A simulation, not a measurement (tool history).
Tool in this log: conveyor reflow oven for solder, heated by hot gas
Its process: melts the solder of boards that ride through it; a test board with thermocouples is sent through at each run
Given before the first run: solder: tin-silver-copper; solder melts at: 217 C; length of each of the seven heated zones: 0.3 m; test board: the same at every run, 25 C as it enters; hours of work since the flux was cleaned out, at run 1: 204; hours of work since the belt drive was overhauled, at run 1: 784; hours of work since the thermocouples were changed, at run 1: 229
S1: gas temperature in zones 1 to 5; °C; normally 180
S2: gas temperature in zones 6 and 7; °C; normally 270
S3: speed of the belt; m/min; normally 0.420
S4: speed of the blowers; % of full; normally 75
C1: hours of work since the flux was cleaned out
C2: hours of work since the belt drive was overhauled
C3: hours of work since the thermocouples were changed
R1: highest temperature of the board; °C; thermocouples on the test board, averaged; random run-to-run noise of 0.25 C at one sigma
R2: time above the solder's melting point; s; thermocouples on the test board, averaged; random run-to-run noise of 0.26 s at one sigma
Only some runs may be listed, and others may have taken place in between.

run 1 hour=0.0 | S1=180 S2=270 S3=0.420 S4=75 | C1=204 C2=784 C3=229 | R1=257.2 R2=72.2
run 2 hour=17.4 | S1=180 S2=270 S3=0.420 S4=75 | C1=216 C2=796 C3=241 | R1=257.5 R2=72.2
run 3 hour=34.7 | S1=180 S2=270 S3=0.420 S4=75 | C1=228 C2=808 C3=254 | R1=257.6 R2=72.0
run 4 hour=47.1 | S1=180 S2=270 S3=0.420 S4=75 | C1=237 C2=816 C3=262 | R1=256.7 R2=72.5
run 5 hour=59.9 | S1=180 S2=270 S3=0.420 S4=75 | C1=246 C2=825 C3=271 | R1=257.2 R2=72.3
run 6 hour=77.8 | S1=180 S2=270 S3=0.420 S4=75 | C1=258 C2=838 C3=283 | R1=257.6 R2=72.5
run 7 hour=99.3 | S1=180 S2=270 S3=0.420 S4=75 | C1=273 C2=853 C3=298 | R1=257.0 R2=72.8
run 8 hour=109.3 | S1=180 S2=270 S3=0.420 S4=75 | C1=280 C2=860 C3=305 | R1=257.6 R2=72.2
-- hour=114.7 belt drive overhauled, speed set with a stopwatch
run 9 hour=128.5 | S1=180 S2=263 S3=0.420 S4=75 | C1=291 C2=10 C3=316 | R1=251.3 R2=68.4
run 10 hour=142.8 | S1=180 S2=263 S3=0.420 S4=75 | C1=301 C2=19 C3=326 | R1=251.2 R2=68.4
run 11 hour=157.3 | S1=180 S2=263 S3=0.420 S4=75 | C1=311 C2=30 C3=336 | R1=250.4 R2=68.4
run 12 hour=178.6 | S1=180 S2=263 S3=0.420 S4=75 | C1=325 C2=44 C3=351 | R1=250.9 R2=68.0
run 13 hour=200.0 | S1=180 S2=263 S3=0.420 S4=75 | C1=340 C2=59 C3=366 | R1=250.9 R2=68.4
run 14 hour=212.8 | S1=180 S2=263 S3=0.420 S4=75 | C1=349 C2=68 C3=374 | R1=250.5 R2=68.6
-- hour=223.3 belt drive overhauled, speed set with a stopwatch, once more
run 15 hour=228.1 | S1=180 S2=263 S3=0.420 S4=75 | C1=357 C2=3 C3=382 | R1=250.5 R2=66.2
run 16 hour=246.7 | S1=180 S2=263 S3=0.420 S4=75 | C1=370 C2=16 C3=395 | R1=250.5 R2=66.1
run 17 hour=260.6 | S1=173 S2=270 S3=0.383 S4=88 | C1=380 C2=26 C3=405 | R1=259.8 R2=77.5
run 18 hour=270.2 | S1=173 S2=278 S3=0.425 S4=75 | C1=386 C2=33 C3=412 | R1=262.1 R2=70.1
run 19 hour=287.0 | S1=180 S2=285 S3=0.420 S4=50 | C1=398 C2=44 C3=423 | R1=264.2 R2=74.2
run 20 hour=300.2 | S1=180 S2=285 S3=0.420 S4=50 | C1=407 C2=53 C3=433 | R1=264.1 R2=73.8
run 21 hour=320.3 | S1=180 S2=285 S3=0.420 S4=50 | C1=421 C2=67 C3=446 | R1=264.4 R2=73.4
run 22 hour=331.6 | S1=180 S2=285 S3=0.420 S4=50 | C1=429 C2=75 C3=454 | R1=264.1 R2=74.2
run 23 hour=348.2 | S1=180 S2=270 S3=0.420 S4=77 | C1=441 C2=87 C3=466 | R1=257.2 R2=70.4
run 24 hour=368.3 | S1=180 S2=270 S3=0.420 S4=77 | C1=455 C2=101 C3=480 | R1=257.1 R2=70.9
run 25 hour=380.5 | S1=187 S2=270 S3=0.459 S4=85 | C1=463 C2=109 C3=488 | R1=257.3 R2=67.0
-- hour=397.8 flux residue cleaned out of gas plates and filters
run 26 hour=407.3 | S1=187 S2=270 S3=0.459 S4=85 | C1=7 C2=124 C3=503 | R1=258.2 R2=68.5
run 27 hour=429.7 | S1=187 S2=270 S3=0.459 S4=85 | C1=22 C2=140 C3=519 | R1=257.8 R2=68.3
run 28 hour=452.0 | S1=187 S2=264 S3=0.420 S4=88 | C1=38 C2=155 C3=535 | R1=254.8 R2=74.6
run 29 hour=463.6 | S1=187 S2=264 S3=0.420 S4=88 | C1=46 C2=164 C3=543 | R1=255.2 R2=73.7
run 30 hour=476.8 | S1=187 S2=264 S3=0.420 S4=88 | C1=55 C2=173 C3=552 | R1=255.4 R2=73.6

What differs in the tool's unlogged condition from the final listed run ahead of each entry between runs to the first listed run following it?
Logged between run 8 and run 9: belt drive overhauled, speed set with a stopwatch (hour 114.7)
  heat that the gas passes to the board, % of a clean oven's: 95.6 -> 95.5; belt's true speed, % of the reading: 98.1 -> 97.85; true gas temperature in zones 6 and 7 over the reading, C: -0.24 -> -0.22
  measured minus no-state result, R1: -0.5 -> -0.5 °C; R2: +0.9 -> +1.0 s
Logged between run 14 and run 15: belt drive overhauled, speed set with a stopwatch, once more (hour 223.3)
  heat that the gas passes to the board, % of a clean oven's: 94.7 -> 94.5; belt's true speed, % of the reading: 97.72 -> 99.9; true gas temperature in zones 6 and 7 over the reading, C: -0.12 -> -0.11
  measured minus no-state result, R1: -0.5 -> -1.1 °C; R2: +1.0 -> -1.2 s
Logged between run 25 and run 26: flux residue cleaned out of gas plates and filters (hour 397.8)
  heat that the gas passes to the board, % of a clean oven's: 93.1 -> 99.6; belt's true speed, % of the reading: 99.66 -> 99.63; true gas temperature in zones 6 and 7 over the reading, C: 0.06 -> 0.08
  measured minus no-state result, R1: -1.4 -> +0.0 °C; R2: -0.9 -> +0.3 s

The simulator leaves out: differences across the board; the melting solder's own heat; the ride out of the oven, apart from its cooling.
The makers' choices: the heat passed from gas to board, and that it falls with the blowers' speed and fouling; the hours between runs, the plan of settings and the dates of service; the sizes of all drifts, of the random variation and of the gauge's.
